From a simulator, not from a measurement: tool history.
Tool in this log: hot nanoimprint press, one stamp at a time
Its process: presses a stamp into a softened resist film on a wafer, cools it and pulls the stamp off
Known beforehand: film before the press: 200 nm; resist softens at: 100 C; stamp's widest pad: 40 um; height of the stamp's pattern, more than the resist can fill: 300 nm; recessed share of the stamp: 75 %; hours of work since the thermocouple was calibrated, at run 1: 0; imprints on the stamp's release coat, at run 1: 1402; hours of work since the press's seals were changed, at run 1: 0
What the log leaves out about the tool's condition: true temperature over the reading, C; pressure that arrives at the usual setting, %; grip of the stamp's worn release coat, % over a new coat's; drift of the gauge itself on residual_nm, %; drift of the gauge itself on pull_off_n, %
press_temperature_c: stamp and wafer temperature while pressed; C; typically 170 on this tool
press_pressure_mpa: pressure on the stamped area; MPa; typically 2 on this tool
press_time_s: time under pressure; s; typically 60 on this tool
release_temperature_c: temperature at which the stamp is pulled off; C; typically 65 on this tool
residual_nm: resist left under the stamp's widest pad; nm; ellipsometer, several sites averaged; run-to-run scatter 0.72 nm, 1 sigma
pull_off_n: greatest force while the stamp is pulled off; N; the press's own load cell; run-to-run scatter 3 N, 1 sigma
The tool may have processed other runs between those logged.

run	hour	press_temperature_c	press_pressure_mpa	press_time_s	release_temperature_c	hours of work since the thermocouple was calibrated	imprints on the stamp's release coat	hours of work since the press's seals were changed	residual_nm	pull_off_n
1	0	170	2	60	65	0	1402	0	85.5	161
# hour 9: stamp cleaned and given a new release coat
2	36.5	170	2	60	65	19	84	19	83.7	136
3	57.5	170	2	60	65	32	148	32	85.4	147
4	75.5	170	2	60	65	43	203	43	83.6	141
5	99.1	170	2	60	65	57	275	57	82.7	145
6	113.3	170	2	60	65	66	319	66	85.8	142
7	138.8	170	2.95	60	65	81	396	81	68.3	141
8	167.8	170	2.95	60	65	99	485	99	68.9	148
9	181.6	170	2.95	60	65	107	527	107	67.7	146
10	206.5	170	2.95	60	65	123	603	123	67.2	147
11	224.5	170	2	60	65	134	658	134	82.5	154
12	241.1	170	2	60	65	144	708	144	80.9	140
13	267.7	170	2	60	65	160	790	160	82.6	150
14	293.9	170	2	60	65	176	870	176	83	150
15	313.6	170	2	88	65	188	930	188	72	145
16	335.8	170	2	88	65	202	997	202	70.6	151
17	352.4	170	1.71	60	65	212	1048	212	87	146
18	369	170	1.71	60	65	222	1099	222	88.9	158
19	385.5	170	1.71	60	65	232	1149	232	87.3	153
20	416.8	170	1.71	60	65	252	1245	252	87.7	155
21	438.7	170	1.71	60	65	265	1312	265	85.4	155
22	457.6	165	2.41	62	58	277	1369	277	94.1	182
# hour 477.2: stamp cleaned and given a new release coat
23	486.2	170	2.07	45	73	290	28	290	88.7	108
24	502.9	170	2.07	45	73	301	79	301	88.1	105
25	531.1	170	1.21	45	55	318	165	318	113.7	177
26	558.3	170	1.5	45	55	334	248	334	100.8	174
27	572	181	1.5	45	64	343	290	343	60.8	138
28	594.1	169	1.98	36	67	356	357	356	100.1	131
29	619.6	170	1.27	36	65	372	435	372	117.7	136

Predict each of these 3 candidate next runs independently; none follows another, all start after run 29:
A	652.1	172	1.27	108	65	392	534	392	?	?
B	652.1	170	2	33	65	392	534	392	?	?
C	652.1	170	2.12	60	65	392	534	392	?	?

run	residual_nm	pull_off_n
A	73	137
B	98.7	143
C	76.6	143
Had the tool no hidden state, the same runs would have come out as:
run	residual_nm	pull_off_n
A	79	135
B	105.6	142
C	82.5	141

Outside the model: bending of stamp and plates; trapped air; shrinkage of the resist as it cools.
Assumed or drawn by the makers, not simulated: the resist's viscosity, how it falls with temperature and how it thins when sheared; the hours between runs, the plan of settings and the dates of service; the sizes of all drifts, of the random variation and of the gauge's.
